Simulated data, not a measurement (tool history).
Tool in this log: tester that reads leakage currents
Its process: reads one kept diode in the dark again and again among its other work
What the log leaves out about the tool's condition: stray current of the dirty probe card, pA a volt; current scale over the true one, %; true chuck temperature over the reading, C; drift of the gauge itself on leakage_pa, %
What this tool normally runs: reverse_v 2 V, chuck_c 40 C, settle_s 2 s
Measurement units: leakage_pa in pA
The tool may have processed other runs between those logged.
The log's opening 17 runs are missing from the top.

| run | hour | reverse_v | chuck_c | settle_s | hours of work since the probe card was cleaned | hours of work since the tester was calibrated | hours of work since the chuck was calibrated | leakage_pa |
|---|---|---|---|---|---|---|---|---|
|  | 2428.5 | probe card cleaned and baked, once more |
| 18 | 2451.4 | 2 | 49 | 2 | 17 | 433 | 405 | 668.91 |
| 19 | 2657.6 | 9.38 | 50 | 2 | 172 | 588 | 560 | 1345.87 |
| 20 | 2842.3 | 15.65 | 50 | 1.58 | 311 | 727 | 699 | 1651.14 |
| 21 | 3044.1 | 15.65 | 20 | 1.15 | 463 | 879 | 851 | 174.76 |
| 22 | 3160 | 6.94 | 39 | 4.7 | 550 | 966 | 938 | 531.34 |
| 23 | 3259.1 | 2.77 | 49 | 0.46 | 625 | 1041 | 1013 | 739.01 |
| 24 | 3406.6 | 2 | 40 | 7.91 | 736 | 1152 | 1123 | 338.86 |
| 25 | 3581.2 | 6.44 | 41 | 0.34 | 867 | 1283 | 1255 | 589.45 |
| 26 | 3774.7 | 6.44 | 41 | 0.34 | 1013 | 1428 | 1400 | 583.29 |
| 27 | 3925.3 | 6.44 | 41 | 0.34 | 1126 | 1542 | 1514 | 582.44 |
| 28 | 4022.4 | 6.44 | 41 | 0.34 | 1199 | 1615 | 1587 | 577.44 |
| 29 | 4141.6 | 4.93 | 24 | 7.33 | 1289 | 1704 | 1676 | 142.01 |
| 30 | 4320.4 | 2 | 41 | 7.23 | 1423 | 1839 | 1811 | 349.02 |
| 31 | 4466 | 4.75 | 41 | 4.68 | 1533 | 1948 | 1920 | 496.4 |
| 32 | 4592.8 | 4.75 | 25 | 4.68 | 1628 | 2044 | 2016 | 148.36 |

Predict each of these 5 candidate next runs independently; none follows another, all start after run 32:
|  | 4796.6 | tester calibrated |
| A | 4800.7 | 4.32 | 54 | 0.98 | 1783 | 3 | 2170 | ? |
|  | 4796.6 | tester calibrated |
| B | 4800.7 | 4.75 | 24 | 1.76 | 1783 | 3 | 2170 | ? |
|  | 4796.6 | tester calibrated |
| C | 4800.7 | 2.37 | 31 | 9.72 | 1783 | 3 | 2170 | ? |
|  | 4796.6 | tester calibrated |
| D | 4800.7 | 7.22 | 40 | 2 | 1783 | 3 | 2170 | ? |
|  | 4796.6 | tester calibrated |
| E | 4800.7 | 4.75 | 53 | 4.68 | 1783 | 3 | 2170 | ? |

| run | leakage_pa |
|---|---|
| A | 1190.53 |
| B | 138.91 |
| C | 176.7 |
| D | 553 |
| E | 1156.09 |
Take away the tool's hidden state, keep each run's random variation, and the runs would have read:
| run | leakage_pa |
|---|---|
| A | 1336.92 |
| B | 151.3 |
| C | 198.75 |
| D | 617.42 |
| E | 1298.15 |

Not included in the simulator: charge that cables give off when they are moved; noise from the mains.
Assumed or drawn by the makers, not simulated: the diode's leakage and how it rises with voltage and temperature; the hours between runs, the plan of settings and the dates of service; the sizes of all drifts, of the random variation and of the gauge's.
